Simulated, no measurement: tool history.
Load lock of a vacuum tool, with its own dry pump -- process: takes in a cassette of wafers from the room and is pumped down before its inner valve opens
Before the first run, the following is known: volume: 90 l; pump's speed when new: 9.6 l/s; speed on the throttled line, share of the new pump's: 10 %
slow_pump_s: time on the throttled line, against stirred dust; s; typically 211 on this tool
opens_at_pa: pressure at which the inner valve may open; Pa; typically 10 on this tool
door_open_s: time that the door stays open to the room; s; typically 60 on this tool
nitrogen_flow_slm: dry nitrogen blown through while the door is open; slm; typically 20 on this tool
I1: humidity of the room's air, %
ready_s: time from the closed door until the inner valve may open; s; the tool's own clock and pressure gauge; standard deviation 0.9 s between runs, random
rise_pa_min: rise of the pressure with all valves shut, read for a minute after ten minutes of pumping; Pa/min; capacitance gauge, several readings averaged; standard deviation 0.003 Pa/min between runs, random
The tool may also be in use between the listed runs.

Run 1, hour 0.0: usual settings; I1 43.8. Result: ready_s 281.9 s, rise_pa_min 0.099 Pa/min.
Run 2, hour 92.8: usual settings but door_open_s 154 s; I1 44.7. Result: ready_s 281.4 s, rise_pa_min 0.111 Pa/min.
Run 3, hour 203.0: usual settings but door_open_s 110 s; I1 44.2. Result: ready_s 282.6 s, rise_pa_min 0.107 Pa/min.
Run 4, hour 303.4: usual settings; I1 43.4. Result: ready_s 283.7 s, rise_pa_min 0.098 Pa/min.
Run 5, hour 474.2: usual settings; I1 45.5. Result: ready_s 280.3 s, rise_pa_min 0.101 Pa/min.
Run 6, hour 560.1: usual settings but door_open_s 222 s; I1 42.1. Result: ready_s 281.3 s, rise_pa_min 0.124 Pa/min.
Run 7, hour 718.0: usual settings but opens_at_pa 11 Pa; I1 46.2. Result: ready_s 280.2 s, rise_pa_min 0.110 Pa/min.
Run 8, hour 857.8: usual settings but opens_at_pa 11 Pa; I1 47.2. Result: ready_s 282.4 s, rise_pa_min 0.109 Pa/min.
Run 9, hour 1042.8: usual settings but opens_at_pa 11 Pa; I1 43.9. Result: ready_s 281.3 s, rise_pa_min 0.108 Pa/min.
Run 10, hour 1208.8: usual settings; I1 45.2. Result: ready_s 281.1 s, rise_pa_min 0.112 Pa/min.
Run 11, hour 1340.4: usual settings; I1 49.6. Result: ready_s 282.9 s, rise_pa_min 0.117 Pa/min.
Run 12, hour 1483.8: usual settings; I1 44.3. Result: ready_s 283.6 s, rise_pa_min 0.117 Pa/min.
Run 13, hour 1597.6: usual settings; I1 46.2. Result: ready_s 280.9 s, rise_pa_min 0.109 Pa/min.
Run 14, hour 1709.1: usual settings but door_open_s 188 s; I1 47.7. Result: ready_s 282.3 s, rise_pa_min 0.142 Pa/min.
Run 15, hour 1870.1: usual settings but door_open_s 188 s; I1 44.2. Result: ready_s 282.6 s, rise_pa_min 0.135 Pa/min.
Run 16, hour 1978.2: usual settings but door_open_s 188 s; I1 47.4. Result: ready_s 281.5 s, rise_pa_min 0.150 Pa/min.
Run 17, hour 2161.4: usual settings; I1 42.1. Result: ready_s 282.1 s, rise_pa_min 0.114 Pa/min.
Run 18, hour 2295.6: usual settings; I1 41.8. Result: ready_s 282.4 s, rise_pa_min 0.120 Pa/min.
Run 19, hour 2379.7: usual settings but opens_at_pa 16 Pa, nitrogen_flow_slm 11 slm; I1 43.6. Result: ready_s 276.0 s, rise_pa_min 0.133 Pa/min.
Run 20, hour 2488.4: usual settings but opens_at_pa 16 Pa, door_open_s 40 s, nitrogen_flow_slm 11 slm; I1 42.6. Result: ready_s 277.5 s, rise_pa_min 0.127 Pa/min.
Run 21, hour 2588.4: usual settings but slow_pump_s 115 s, opens_at_pa 7 Pa, door_open_s 116 s; I1 47.0. Result: ready_s 201.4 s, rise_pa_min 0.142 Pa/min.
Run 22, hour 2740.6: usual settings but slow_pump_s 193 s, opens_at_pa 16 Pa, door_open_s 61 s, nitrogen_flow_slm 36 slm; I1 43.8. Result: ready_s 260.7 s, rise_pa_min 0.124 Pa/min.
Run 23, hour 2818.3: usual settings but slow_pump_s 193 s, opens_at_pa 16 Pa, door_open_s 61 s, nitrogen_flow_slm 36 slm; I1 45.7. Result: ready_s 260.5 s, rise_pa_min 0.123 Pa/min.
Run 24, hour 2900.2: usual settings but slow_pump_s 193 s, opens_at_pa 9 Pa, door_open_s 79 s, nitrogen_flow_slm 39 slm; I1 43.6. Result: ready_s 268.0 s, rise_pa_min 0.122 Pa/min.
Run 25, hour 3064.6: usual settings but slow_pump_s 193 s, opens_at_pa 18 Pa, door_open_s 79 s, nitrogen_flow_slm 36 slm; I1 47.8. Result: ready_s 260.8 s, rise_pa_min 0.131 Pa/min.
Run 26, hour 3195.9: usual settings but slow_pump_s 193 s, opens_at_pa 18 Pa, door_open_s 79 s, nitrogen_flow_slm 36 slm; I1 42.8. Result: ready_s 260.1 s, rise_pa_min 0.123 Pa/min.
Run 27, hour 3363.6: usual settings but opens_at_pa 15 Pa, door_open_s 57 s, nitrogen_flow_slm 34 slm; I1 44.8. Result: ready_s 279.4 s, rise_pa_min 0.130 Pa/min.
Run 28, hour 3519.6: usual settings but nitrogen_flow_slm 19 slm; I1 47.5. Result: ready_s 283.8 s, rise_pa_min 0.141 Pa/min.
Run 29, hour 3629.3: usual settings but slow_pump_s 135 s, opens_at_pa 16 Pa, door_open_s 111 s, nitrogen_flow_slm 40 slm; I1 43.6. Result: ready_s 211.3 s, rise_pa_min 0.132 Pa/min.
Run 30, hour 3783.9: usual settings but slow_pump_s 135 s, opens_at_pa 16 Pa, door_open_s 46 s, nitrogen_flow_slm 40 slm; I1 44.3. Result: ready_s 211.7 s, rise_pa_min 0.131 Pa/min.
Run 31, hour 3918.4: usual settings but slow_pump_s 135 s, opens_at_pa 16 Pa, door_open_s 46 s, nitrogen_flow_slm 40 slm; I1 45.4. Result: ready_s 210.4 s, rise_pa_min 0.133 Pa/min.
Run 32, hour 4017.3: usual settings but slow_pump_s 135 s, opens_at_pa 16 Pa, door_open_s 46 s, nitrogen_flow_slm 40 slm; I1 49.6. Result: ready_s 209.8 s, rise_pa_min 0.141 Pa/min.
Run 33, hour 4096.1: usual settings but slow_pump_s 109 s, opens_at_pa 16 Pa, door_open_s 105 s, nitrogen_flow_slm 40 slm; I1 41.3. Result: ready_s 188.1 s, rise_pa_min 0.136 Pa/min.
Run 34, hour 4276.2: usual settings but slow_pump_s 128 s, opens_at_pa 18 Pa, door_open_s 82 s; I1 43.6. Result: ready_s 203.5 s, rise_pa_min 0.157 Pa/min.
Run 35, hour 4444.5: usual settings but slow_pump_s 338 s, nitrogen_flow_slm 6 slm; I1 44.5. Result: ready_s 396.1 s, rise_pa_min 0.164 Pa/min.
Run 36, hour 4539.9: usual settings but slow_pump_s 125 s, nitrogen_flow_slm 33 slm; I1 48.4. Result: ready_s 207.2 s, rise_pa_min 0.148 Pa/min.

Selected run-to-run steps in ready_s, each split into two signed amounts: the part the tool would show with no hidden state at all (from settings, incoming material and random variation), and the remainder, which goes to the hidden state together with any gauge scatter not common to the measured and the hidden-state-free results:
Unlogged tool condition in this case: pump's speed, % of a new pump's; leak at the door's seal, Pa l/s; drift of the gauge itself on ready_s, %; drift of the gauge itself on rise_pa_min, %.
Run 20 -> 21: slow_pump_s 211 -> 115, opens_at_pa 16 -> 7, door_open_s 40 -> 116, nitrogen_flow_slm 11 -> 20. ready_s -76.1 s: hidden state +1.9, all else -78.0.
Run 21 -> 22: slow_pump_s 115 -> 193, opens_at_pa 7 -> 16, door_open_s 116 -> 61, nitrogen_flow_slm 20 -> 36. ready_s +59.3 s: hidden state -1.7, all else +61.0.
Run 34 -> 35: slow_pump_s 128 -> 338, opens_at_pa 18 -> 10, door_open_s 82 -> 60, nitrogen_flow_slm 20 -> 6. ready_s +192.6 s: hidden state -1.3, all else +193.9.
Run 35 -> 36: slow_pump_s 338 -> 125, nitrogen_flow_slm 6 -> 33. ready_s -188.9 s: hidden state +2.3, all else -191.2.
